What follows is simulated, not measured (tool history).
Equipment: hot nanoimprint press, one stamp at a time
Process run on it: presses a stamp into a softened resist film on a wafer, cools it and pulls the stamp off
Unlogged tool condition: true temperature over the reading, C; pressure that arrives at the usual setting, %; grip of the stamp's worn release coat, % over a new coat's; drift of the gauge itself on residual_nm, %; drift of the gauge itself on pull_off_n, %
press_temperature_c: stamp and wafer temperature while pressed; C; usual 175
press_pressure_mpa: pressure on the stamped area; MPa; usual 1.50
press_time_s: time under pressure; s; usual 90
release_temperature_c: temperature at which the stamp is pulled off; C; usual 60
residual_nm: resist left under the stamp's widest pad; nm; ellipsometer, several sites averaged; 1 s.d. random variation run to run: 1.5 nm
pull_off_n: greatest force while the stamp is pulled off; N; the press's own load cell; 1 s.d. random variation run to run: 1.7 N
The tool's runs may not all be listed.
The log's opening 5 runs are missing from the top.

run	hour	press_temperature_c	press_pressure_mpa	press_time_s	release_temperature_c	hours of work since the thermocouple was calibrated	imprints on the stamp's release coat	hours of work since the press's seals were changed	residual_nm	pull_off_n
6	58.5	175	1.50	90	60	406	165	246	352.7	175
7	65.7	175	1.50	90	60	411	190	251	352.8	177
8	74.2	175	1.50	122	60	417	219	256	318.1	178
9	86.6	185	1.50	122	60	425	262	265	204.7	179
10	95.0	165	1.50	90	60	431	292	270	520.0	182
11	105.8	179	1.50	90	60	438	329	278	300.1	183
12	111.8	179	1.50	90	60	442	350	282	296.9	184
13	120.9	179	1.50	90	60	448	382	288	301.6	189
14	133.9	179	1.50	90	60	457	427	296	300.0	191
15	142.8	179	1.50	90	60	463	458	302	300.6	192
16	155.7	175	1.50	90	54	471	503	311	357.1	214
# hour 160.1: plate thermocouple calibrated
# hour 167.7: stamp cleaned and given a new release coat
17	171.5	175	1.50	90	54	4	13	316	368.8	184
18	179.5	175	1.50	90	54	9	41	321	365.9	187
19	190.3	182	1.50	90	56	16	78	328	269.7	183
20	196.5	182	1.50	90	56	20	100	332	272.5	189
# hour 206.1: plate thermocouple calibrated, once more
21	208.9	182	1.50	90	56	2	132	339	243.8	178
22	222.5	185	1.50	51	57	11	180	348	268.0	181
23	236.0	185	1.50	51	57	20	227	357	268.2	183
24	248.9	175	0.98	64	60	29	271	366	448.4	174
25	261.0	175	0.98	64	60	37	314	374	444.6	177
26	268.5	175	0.98	64	60	42	340	379	449.3	181
27	280.4	175	1.11	90	49	50	381	387	383.3	213
28	289.5	175	1.92	126	60	56	412	393	263.7	187
29	296.7	186	1.26	63	57	61	437	398	258.7	196
30	308.6	186	1.26	63	57	69	479	406	262.4	198

Here are 4 independent what-if runs from the current tool condition. What would each one return?
# hour 324.2: stamp cleaned and given a new release coat
A	328.0	173	1.50	62	58	78	13	415	?	?
# hour 324.2: stamp cleaned and given a new release coat
B	328.0	171	1.50	90	60	78	13	415	?	?
# hour 324.2: stamp cleaned and given a new release coat
C	328.0	186	1.26	111	51	78	13	415	?	?
# hour 324.2: stamp cleaned and given a new release coat
D	328.0	182	0.94	54	57	78	13	415	?	?

run	residual_nm	pull_off_n
A	411.5	172
B	394.2	163
C	210.8	190
D	372.0	173
The same runs, with their run-to-run variation unchanged, on a tool lacking any hidden condition would have given:
run	residual_nm	pull_off_n
A	402.1	170
B	384.9	161
C	205.6	188
D	364.6	171
